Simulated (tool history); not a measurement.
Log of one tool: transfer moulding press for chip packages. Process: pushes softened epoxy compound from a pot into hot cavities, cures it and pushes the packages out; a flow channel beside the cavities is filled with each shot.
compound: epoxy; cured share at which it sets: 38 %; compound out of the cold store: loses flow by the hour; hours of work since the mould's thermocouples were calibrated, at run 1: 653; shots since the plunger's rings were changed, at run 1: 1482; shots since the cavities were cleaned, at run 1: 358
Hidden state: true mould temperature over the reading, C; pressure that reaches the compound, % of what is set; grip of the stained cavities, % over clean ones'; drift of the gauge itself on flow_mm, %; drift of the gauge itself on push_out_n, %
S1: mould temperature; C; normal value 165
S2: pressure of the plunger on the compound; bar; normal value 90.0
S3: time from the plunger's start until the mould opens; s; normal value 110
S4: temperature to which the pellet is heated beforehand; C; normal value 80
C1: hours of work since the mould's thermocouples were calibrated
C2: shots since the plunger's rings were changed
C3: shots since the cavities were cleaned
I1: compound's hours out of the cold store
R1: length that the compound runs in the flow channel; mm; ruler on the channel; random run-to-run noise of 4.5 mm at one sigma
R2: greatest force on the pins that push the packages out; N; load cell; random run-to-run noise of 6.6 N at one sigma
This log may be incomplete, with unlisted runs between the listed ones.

{"run": 1, "hour": 0.0, "S1": 165, "S2": 90.0, "S3": 110, "S4": 80, "C1": 653, "C2": 1482, "C3": 358, "I1": 42.5, "R1": 554, "R2": 269}
{"hour": 36.7, "done": "cavities cleaned with cleaning compound and waxed"}
{"run": 2, "hour": 47.4, "S1": 165, "S2": 90.0, "S3": 97, "S4": 80, "C1": 677, "C2": 1904, "C3": 99, "I1": 37.4, "R1": 569, "R2": 349}
{"run": 3, "hour": 101.9, "S1": 165, "S2": 90.0, "S3": 97, "S4": 80, "C1": 705, "C2": 2403, "C3": 598, "I1": 22.8, "R1": 590, "R2": 376}
{"hour": 108.5, "done": "cavities cleaned with cleaning compound and waxed"}
{"hour": 158.5, "done": "mould's thermocouples calibrated"}
{"hour": 182.1, "done": "cavities cleaned with cleaning compound and waxed"}
{"run": 4, "hour": 203.3, "S1": 165, "S2": 90.0, "S3": 110, "S4": 80, "C1": 22, "C2": 3288, "C3": 195, "I1": 45.6, "R1": 558, "R2": 261}
{"hour": 257.4, "done": "cavities cleaned with cleaning compound and waxed"}
{"run": 5, "hour": 271.7, "S1": 165, "S2": 90.0, "S3": 110, "S4": 80, "C1": 57, "C2": 3902, "C3": 132, "I1": 36.7, "R1": 565, "R2": 274}
{"hour": 331.2, "done": "cavities cleaned with cleaning compound and waxed"}
{"hour": 347.6, "done": "plunger's sealing rings changed"}
{"run": 6, "hour": 355.1, "S1": 165, "S2": 90.0, "S3": 110, "S4": 80, "C1": 98, "C2": 69, "C3": 196, "I1": 9.6, "R1": 622, "R2": 283}
{"hour": 410.6, "done": "cavities cleaned with cleaning compound and waxed"}
{"run": 7, "hour": 452.3, "S1": 165, "S2": 90.0, "S3": 110, "S4": 80, "C1": 147, "C2": 947, "C3": 383, "I1": 8.3, "R1": 626, "R2": 288}
{"hour": 490.0, "done": "cavities cleaned with cleaning compound and waxed"}
{"run": 8, "hour": 545.2, "S1": 165, "S2": 90.0, "S3": 110, "S4": 80, "C1": 195, "C2": 1785, "C3": 506, "I1": 15.3, "R1": 612, "R2": 282}
{"hour": 561.7, "done": "cavities cleaned with cleaning compound and waxed"}
{"run": 9, "hour": 609.6, "S1": 165, "S2": 90.0, "S3": 143, "S4": 80, "C1": 227, "C2": 2363, "C3": 440, "I1": 20.8, "R1": 598, "R2": 192}
{"hour": 639.3, "done": "cavities cleaned with cleaning compound and waxed"}
{"run": 10, "hour": 680.1, "S1": 165, "S2": 90.0, "S3": 143, "S4": 80, "C1": 263, "C2": 2996, "C3": 375, "I1": 46.3, "R1": 551, "R2": 183}
{"hour": 711.9, "done": "cavities cleaned with cleaning compound and waxed"}
{"run": 11, "hour": 770.5, "S1": 165, "S2": 90.0, "S3": 143, "S4": 80, "C1": 309, "C2": 3811, "C3": 538, "I1": 19.2, "R1": 604, "R2": 191}
{"hour": 785.5, "done": "cavities cleaned with cleaning compound and waxed"}
{"run": 12, "hour": 812.6, "S1": 165, "S2": 90.0, "S3": 143, "S4": 80, "C1": 330, "C2": 4184, "C3": 249, "I1": 12.6, "R1": 615, "R2": 199}
{"hour": 860.6, "done": "plunger's sealing rings changed"}
{"hour": 862.1, "done": "cavities cleaned with cleaning compound and waxed"}
{"run": 13, "hour": 875.8, "S1": 165, "S2": 90.0, "S3": 143, "S4": 80, "C1": 360, "C2": 125, "C3": 125, "I1": 28.9, "R1": 585, "R2": 194}
{"run": 14, "hour": 930.3, "S1": 165, "S2": 75.5, "S3": 110, "S4": 80, "C1": 389, "C2": 625, "C3": 625, "I1": 25.5, "R1": 543, "R2": 275}
{"hour": 937.9, "done": "cavities cleaned with cleaning compound and waxed"}
{"hour": 1012.9, "done": "cavities cleaned with cleaning compound and waxed"}
{"run": 15, "hour": 1013.1, "S1": 165, "S2": 75.5, "S3": 110, "S4": 80, "C1": 430, "C2": 1357, "C3": 1, "I1": 13.8, "R1": 562, "R2": 280}
{"hour": 1091.4, "done": "cavities cleaned with cleaning compound and waxed"}
{"run": 16, "hour": 1102.5, "S1": 171, "S2": 87.3, "S3": 125, "S4": 83, "C1": 475, "C2": 2164, "C3": 102, "I1": 12.0, "R1": 602, "R2": 188}
{"hour": 1164.3, "done": "cavities cleaned with cleaning compound and waxed"}
{"run": 17, "hour": 1167.7, "S1": 165, "S2": 95.4, "S3": 136, "S4": 80, "C1": 508, "C2": 2748, "C3": 31, "I1": 46.4, "R1": 562, "R2": 201}
{"hour": 1238.0, "done": "cavities cleaned with cleaning compound and waxed"}
{"run": 18, "hour": 1238.0, "S1": 163, "S2": 95.4, "S3": 136, "S4": 80, "C1": 544, "C2": 3380, "C3": 0, "I1": 37.9, "R1": 576, "R2": 213}
{"hour": 1314.3, "done": "cavities cleaned with cleaning compound and waxed"}
{"run": 19, "hour": 1323.9, "S1": 161, "S2": 92.2, "S3": 109, "S4": 81, "C1": 587, "C2": 4154, "C3": 88, "I1": 28.7, "R1": 591, "R2": 369}
{"hour": 1374.2, "done": "plunger's sealing rings changed"}
{"run": 20, "hour": 1380.1, "S1": 169, "S2": 90.0, "S3": 110, "S4": 80, "C1": 615, "C2": 55, "C3": 581, "I1": 33.9, "R1": 564, "R2": 211}

Forecast run 21:
{"hour": 1389.8, "done": "cavities cleaned with cleaning compound and waxed"}
{"hour": 1468.4, "done": "cavities cleaned with cleaning compound and waxed"}
{"run": 21, "hour": 1478.0, "S1": 168, "S2": 90.0, "S3": 140, "S4": 80, "C1": 664, "C2": 925, "C3": 88, "I1": 44.4, "R1": "?", "R2": "?"}

R1: 549 mm
R2: 182 N
Were there no unlogged condition in the tool, this run, its random variation unchanged, would have produced R1 549 mm, R2 181 N.

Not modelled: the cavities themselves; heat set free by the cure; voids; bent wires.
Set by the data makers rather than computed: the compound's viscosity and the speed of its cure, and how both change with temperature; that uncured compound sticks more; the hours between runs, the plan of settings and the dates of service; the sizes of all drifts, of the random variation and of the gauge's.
